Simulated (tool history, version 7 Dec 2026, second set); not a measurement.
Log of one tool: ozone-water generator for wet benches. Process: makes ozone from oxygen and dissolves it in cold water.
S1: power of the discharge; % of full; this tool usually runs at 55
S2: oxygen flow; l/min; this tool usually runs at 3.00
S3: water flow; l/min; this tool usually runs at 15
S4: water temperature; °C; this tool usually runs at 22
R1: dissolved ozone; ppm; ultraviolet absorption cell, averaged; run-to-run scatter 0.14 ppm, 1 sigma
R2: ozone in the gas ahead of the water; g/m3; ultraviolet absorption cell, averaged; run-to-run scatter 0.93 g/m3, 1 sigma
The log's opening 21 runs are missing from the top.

Run 22, day 62.038: usual settings but S1 89 % of full. Result: R1 20.3 ppm, R2 202.8 g/m3.
Run 23, day 64.842: usual settings but S4 20 °C. Result: R1 15.2 ppm, R2 152.8 g/m3.
Run 24, day 68.750: usual settings but S1 62 % of full, S2 2.45 l/min. Result: R1 16.0 ppm, R2 185.8 g/m3.
Run 25, day 71.312: usual settings but S1 62 % of full, S2 2.06 l/min. Result: R1 16.4 ppm, R2 208.9 g/m3.
Run 26, day 74.946: usual settings but S1 99 % of full, S4 15 °C. Result: R1 23.1 ppm, R2 214.1 g/m3.
Run 27, day 78.804: usual settings but S2 1.73 l/min, S3 13 l/min. Result: R1 17.0 ppm, R2 216.5 g/m3.
Run 28, day 81.888: usual settings but S1 95 % of full, S2 3.54 l/min, S3 18 l/min, S4 20 °C. Result: R1 18.3 ppm, R2 185.3 g/m3.
Run 29, day 83.483: usual settings but S1 89 % of full, S4 17 °C. Result: R1 21.0 ppm, R2 199.1 g/m3.
Run 30, day 87.425: usual settings but S1 89 % of full, S4 17 °C. Result: R1 21.1 ppm, R2 204.3 g/m3.
Run 31, day 89.775: usual settings but S1 89 % of full, S4 17 °C. Result: R1 21.0 ppm, R2 198.9 g/m3.
Run 32, day 91.571: usual settings but S1 89 % of full, S3 20 l/min, S4 17 °C. Result: R1 16.3 ppm, R2 198.2 g/m3.
Run 33, day 94.738: usual settings but S1 56 % of full, S2 1.68 l/min, S3 24 l/min, S4 15 °C. Result: R1 9.7 ppm, R2 222.0 g/m3.

Each row is a separate what-if for the run after 33, all from the same tool condition, not one after another. Results?
Run A, day 98.579: usual settings but S1 71 % of full, S2 4.24 l/min, S4 24 °C. Result: R1 ?, R2 ?.
Run B, day 98.579: usual settings but S1 56 % of full, S2 1.68 l/min, S3 10 l/min, S4 18 °C. Result: R1 ?, R2 ?.
Run C, day 98.579: usual settings but S1 59 % of full, S2 3.32 l/min, S3 24 l/min, S4 30 °C. Result: R1 ?, R2 ?.

run    R1     R2
  A  15.8  137.9
  B  22.2  221.9
  C   9.3  145.9
With no hidden state in the tool, these same runs would have given:
run    R1     R2
  A  16.8  144.8
  B  23.4  231.3
  C   9.9  152.3
